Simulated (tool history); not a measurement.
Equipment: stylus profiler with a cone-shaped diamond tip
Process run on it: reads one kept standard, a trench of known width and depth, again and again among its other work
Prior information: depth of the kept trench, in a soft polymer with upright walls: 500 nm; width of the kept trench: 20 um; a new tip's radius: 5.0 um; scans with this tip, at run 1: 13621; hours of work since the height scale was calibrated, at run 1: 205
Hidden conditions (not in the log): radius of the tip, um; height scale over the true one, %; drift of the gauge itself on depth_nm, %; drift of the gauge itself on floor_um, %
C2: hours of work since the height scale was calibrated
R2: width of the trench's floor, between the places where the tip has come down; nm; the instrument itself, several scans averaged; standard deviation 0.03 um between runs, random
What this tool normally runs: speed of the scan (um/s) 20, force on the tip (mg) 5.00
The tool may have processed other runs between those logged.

Run 1, hour 0.0: usual settings; scans with this tip 13621; C2 205. Result: depth of the trench (Å) 5055.2, R2 13880 nm.
Run 2, hour 23.1: usual settings; scans with this tip 13782; C2 217. Result: depth of the trench (Å) 5057.2, R2 13820 nm.
Run 3, hour 61.5: usual settings; scans with this tip 14049; C2 238. Result: depth of the trench (Å) 5058.9, R2 13830 nm.
Run 4, hour 94.4: usual settings but force on the tip (mg) 8.16; scans with this tip 14278; C2 256. Result: depth of the trench (Å) 5076.8, R2 13820 nm.
Run 5, hour 125.6: usual settings but force on the tip (mg) 8.16; scans with this tip 14495; C2 273. Result: depth of the trench (Å) 5080.2, R2 13810 nm.
Run 6, hour 160.4: usual settings but force on the tip (mg) 6.36; scans with this tip 14737; C2 291. Result: depth of the trench (Å) 5068.4, R2 13710 nm.
Run 7, hour 204.1: usual settings but force on the tip (mg) 6.36; scans with this tip 15042; C2 315. Result: depth of the trench (Å) 5069.1, R2 13630 nm.
Run 8, hour 248.0: usual settings but force on the tip (mg) 6.36; scans with this tip 15347; C2 339. Result: depth of the trench (Å) 5071.0, R2 13650 nm.
Run 9, hour 293.0: usual settings but force on the tip (mg) 6.36; scans with this tip 15660; C2 363. Result: depth of the trench (Å) 5072.3, R2 13620 nm.
Run 10, hour 334.1: usual settings but force on the tip (mg) 6.36; scans with this tip 15947; C2 385. Result: depth of the trench (Å) 5070.2, R2 13610 nm.
Run 11, hour 377.2: usual settings but force on the tip (mg) 6.36; scans with this tip 16247; C2 408. Result: depth of the trench (Å) 5070.9, R2 13510 nm.
Run 12, hour 422.3: usual settings but speed of the scan (um/s) 11; scans with this tip 16560; C2 432. Result: depth of the trench (Å) 5063.6, R2 13530 nm.
Run 13, hour 446.4: usual settings but speed of the scan (um/s) 11; scans with this tip 16728; C2 445. Result: depth of the trench (Å) 5063.9, R2 13530 nm.
Run 14, hour 493.7: usual settings but speed of the scan (um/s) 11; scans with this tip 17057; C2 471. Result: depth of the trench (Å) 5062.5, R2 13500 nm.
Run 15, hour 517.1: usual settings but speed of the scan (um/s) 6; scans with this tip 17220; C2 483. Result: depth of the trench (Å) 5064.7, R2 13490 nm.
Run 16, hour 568.4: usual settings but speed of the scan (um/s) 29; scans with this tip 17577; C2 511. Result: depth of the trench (Å) 5066.9, R2 13420 nm.
Run 17, hour 599.0: usual settings but speed of the scan (um/s) 11; scans with this tip 17790; C2 528. Result: depth of the trench (Å) 5064.5, R2 13400 nm.
Run 18, hour 651.8: usual settings but speed of the scan (um/s) 11, force on the tip (mg) 7.45; scans with this tip 18157; C2 556. Result: depth of the trench (Å) 5086.1, R2 13440 nm.
Run 19, hour 681.2: usual settings; scans with this tip 18362; C2 572. Result: depth of the trench (Å) 5066.2, R2 13330 nm.
Run 20, hour 712.4: usual settings but speed of the scan (um/s) 74; scans with this tip 18579; C2 589. Result: depth of the trench (Å) 5068.4, R2 13090 nm.
Run 21, hour 744.2: usual settings but speed of the scan (um/s) 74; scans with this tip 18801; C2 606. Result: depth of the trench (Å) 5068.8, R2 13120 nm.
Run 22, hour 777.6: usual settings but speed of the scan (um/s) 74; scans with this tip 19033; C2 624. Result: depth of the trench (Å) 5065.2, R2 13040 nm.
Run 23, hour 806.2: usual settings but speed of the scan (um/s) 9; scans with this tip 19232; C2 639. Result: depth of the trench (Å) 5069.4, R2 13290 nm.
Run 24, hour 848.2: usual settings but force on the tip (mg) 7.60; scans with this tip 19524; C2 662. Result: depth of the trench (Å) 5087.3, R2 13250 nm.
Run 25, hour 874.2: usual settings but speed of the scan (um/s) 40, force on the tip (mg) 4.08; scans with this tip 19705; C2 676. Result: depth of the trench (Å) 5062.1, R2 13120 nm.
Run 26, hour 898.7: usual settings but speed of the scan (um/s) 32; scans with this tip 19875; C2 689. Result: depth of the trench (Å) 5069.9, R2 13110 nm.
Run 27, hour 946.6: usual settings but speed of the scan (um/s) 32; scans with this tip 20209; C2 715. Result: depth of the trench (Å) 5072.8, R2 13080 nm.
Run 28, hour 983.8: usual settings but speed of the scan (um/s) 19, force on the tip (mg) 3.44; scans with this tip 20468; C2 735. Result: depth of the trench (Å) 5061.2, R2 13080 nm.
Run 29, hour 1007.0: usual settings but speed of the scan (um/s) 19, force on the tip (mg) 3.44; scans with this tip 20629; C2 747. Result: depth of the trench (Å) 5060.8, R2 13090 nm.
Run 30, hour 1060.0: usual settings but speed of the scan (um/s) 17, force on the tip (mg) 4.09; scans with this tip 20998; C2 776. Result: depth of the trench (Å) 5064.9, R2 13080 nm.
Run 31, hour 1101.2: usual settings but speed of the scan (um/s) 31, force on the tip (mg) 4.36; scans with this tip 21285; C2 798. Result: depth of the trench (Å) 5065.6, R2 13030 nm.
Run 32, hour 1144.0: usual settings but force on the tip (mg) 5.84; scans with this tip 21583; C2 821. Result: depth of the trench (Å) 5078.1, R2 12970 nm.
At hour 1175.1: height scale calibrated on a step standard.
Run 33, hour 1191.7: usual settings but force on the tip (mg) 3.24; scans with this tip 21911; C2 9. Result: depth of the trench (Å) 5039.8, R2 12980 nm.
Run 34, hour 1227.5: usual settings but force on the tip (mg) 3.24; scans with this tip 22160; C2 28. Result: depth of the trench (Å) 5041.7, R2 12970 nm.
Run 35, hour 1266.6: usual settings but speed of the scan (um/s) 46, force on the tip (mg) 5.28; scans with this tip 22433; C2 49. Result: depth of the trench (Å) 5054.5, R2 12860 nm.
Run 36, hour 1319.7: usual settings but speed of the scan (um/s) 35, force on the tip (mg) 4.18; scans with this tip 22802; C2 78. Result: depth of the trench (Å) 5048.7, R2 12860 nm.
Run 37, hour 1359.8: usual settings but speed of the scan (um/s) 6; scans with this tip 23081; C2 99. Result: depth of the trench (Å) 5055.2, R2 12910 nm.
Run 38, hour 1405.4: usual settings but speed of the scan (um/s) 11, force on the tip (mg) 7.23; scans with this tip 23398; C2 124. Result: depth of the trench (Å) 5074.4, R2 12840 nm.
Run 39, hour 1437.0: usual settings but speed of the scan (um/s) 5, force on the tip (mg) 14.80; scans with this tip 23619; C2 141. Result: depth of the trench (Å) 5113.2, R2 12870 nm.
Run 40, hour 1478.9: usual settings but speed of the scan (um/s) 26, force on the tip (mg) 2.90; scans with this tip 23910; C2 164. Result: depth of the trench (Å) 5042.8, R2 12710 nm.
Run 41, hour 1516.3: usual settings but speed of the scan (um/s) 9, force on the tip (mg) 5.55; scans with this tip 24170; C2 184. Result: depth of the trench (Å) 5060.4, R2 12770 nm.
Run 42, hour 1558.5: usual settings but speed of the scan (um/s) 8; scans with this tip 24464; C2 206. Result: depth of the trench (Å) 5057.8, R2 12790 nm.
Run 43, hour 1610.9: usual settings but speed of the scan (um/s) 8; scans with this tip 24828; C2 235. Result: depth of the trench (Å) 5057.2, R2 12680 nm.
Run 44, hour 1638.9: usual settings but speed of the scan (um/s) 21, force on the tip (mg) 3.35; scans with this tip 25024; C2 250. Result: depth of the trench (Å) 5046.6, R2 12680 nm.
Run 45, hour 1676.1: usual settings but speed of the scan (um/s) 21, force on the tip (mg) 3.35; scans with this tip 25283; C2 270. Result: depth of the trench (Å) 5047.3, R2 12590 nm.
Run 46, hour 1709.2: usual settings but speed of the scan (um/s) 21, force on the tip (mg) 3.35; scans with this tip 25513; C2 288. Result: depth of the trench (Å) 5048.9, R2 12610 nm.

A few steps of depth of the trench (Å) between consecutive runs. Split each: what settings, incoming material and random variation would produce without the hidden state, and what is left over for the hidden state, along with gauge scatter present in only one of the two compared results (measured, and without hidden state):
Run 15 -> 16: speed of the scan (um/s) 6 -> 29. depth of the trench (Å) +2.2: hidden state +0.7, all else +1.5.
Run 17 -> 18: force on the tip (mg) 5.00 -> 7.45. depth of the trench (Å) +21.6: hidden state +0.8, all else +20.8.
Run 32 -> 33: force on the tip (mg) 5.84 -> 3.24, height scale calibrated on a step standard. depth of the trench (Å) -38.3: hidden state -19.7, all else -18.6.
Run 38 -> 39: speed of the scan (um/s) 11 -> 5, force on the tip (mg) 7.23 -> 14.80. depth of the trench (Å) +38.8: hidden state +0.5, all else +38.3.
Run 39 -> 40: speed of the scan (um/s) 5 -> 26, force on the tip (mg) 14.80 -> 2.90. depth of the trench (Å) -70.4: hidden state +0.5, all else -70.9.
